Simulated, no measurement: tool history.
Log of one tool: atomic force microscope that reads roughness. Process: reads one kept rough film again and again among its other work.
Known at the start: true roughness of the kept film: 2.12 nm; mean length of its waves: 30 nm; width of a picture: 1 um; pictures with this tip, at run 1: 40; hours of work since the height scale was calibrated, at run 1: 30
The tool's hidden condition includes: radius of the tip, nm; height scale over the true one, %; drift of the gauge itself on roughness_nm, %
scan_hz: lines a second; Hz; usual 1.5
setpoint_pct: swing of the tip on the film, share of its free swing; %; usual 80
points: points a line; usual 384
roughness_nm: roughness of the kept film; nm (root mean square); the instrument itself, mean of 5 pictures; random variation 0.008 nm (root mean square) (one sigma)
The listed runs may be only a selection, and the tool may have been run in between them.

run	hour	scan_hz	setpoint_pct	points	pictures with this tip	hours of work since the height scale was calibrated	roughness_nm
1	0	1.5	80	384	40	30	1.731
2	7	1.5	80	384	51	33	1.736
3	21.2	1.5	80	422	72	41	1.711
4	35.2	1.5	80	384	93	48	1.714
5	48.8	1.5	70	384	113	56	1.804
6	59	1.5	70	384	128	61	1.812
7	72	1.5	80	384	147	68	1.694
8	85.8	1.5	80	384	168	75	1.682
9	94.9	1.5	80	384	181	80	1.675
10	106.9	1.5	80	384	199	86	1.677
11	119.4	1.5	80	384	218	93	1.679
12	131.8	1.5	80	384	236	100	1.663
13	144.9	1.5	80	384	256	107	1.652
14	151	1.5	80	384	265	110	1.664
15	157.4	1.5	80	384	274	113	1.649
16	170.2	1.5	80	384	293	120	1.657
17	182.8	1.5	80	384	312	127	1.643
18	191.8	2.87	80	384	325	132	1.477
19	200.6	3.94	89	598	339	136	1.167
20	213.9	3.94	89	598	358	143	1.165
21	225.9	1.39	90	384	376	150	1.519
# hour 230: new tip fitted
22	235	0.94	74	384	8	154	1.886
23	242	0.87	79	957	18	158	1.869
24	253.1	0.84	80	384	35	164	1.847
25	260.6	1.82	66	692	46	168	1.855
26	272.3	1.5	71	331	63	174	1.814
27	280.6	1.5	71	331	76	179	1.8
28	294	1.5	71	331	96	186	1.808
29	306.4	3.97	58	384	114	192	1.784
30	319.2	3.97	58	320	133	199	1.755
31	332.6	0.73	80	384	153	206	1.813
32	346	0.73	80	384	173	213	1.816
33	352.7	0.73	80	384	183	217	1.81
34	358.8	1.14	80	288	192	220	1.726
35	371.4	3.52	60	985	211	227	1.748
36	383.3	3.52	60	985	228	233	1.752

Pick out some run-to-run changes in roughness_nm. Of each, how much would a tool without hidden state show as well, from the settings, what came in and chance, and how much is left for the hidden state and any gauge scatter not in both results compared?
Run 18 -> 19: scan_hz 2.87 -> 3.94, setpoint_pct 80 -> 89, points 384 -> 598. roughness_nm -0.31 nm (root mean square): hidden state +0.015, all else -0.325.
Run 20 -> 21: scan_hz 3.94 -> 1.39, setpoint_pct 89 -> 90, points 598 -> 384. roughness_nm +0.354 nm (root mean square): hidden state -0.031, all else +0.385.
Run 21 -> 22: scan_hz 1.39 -> 0.94, setpoint_pct 90 -> 74, new tip fitted. roughness_nm +0.367 nm (root mean square): hidden state +0.117, all else +0.25.
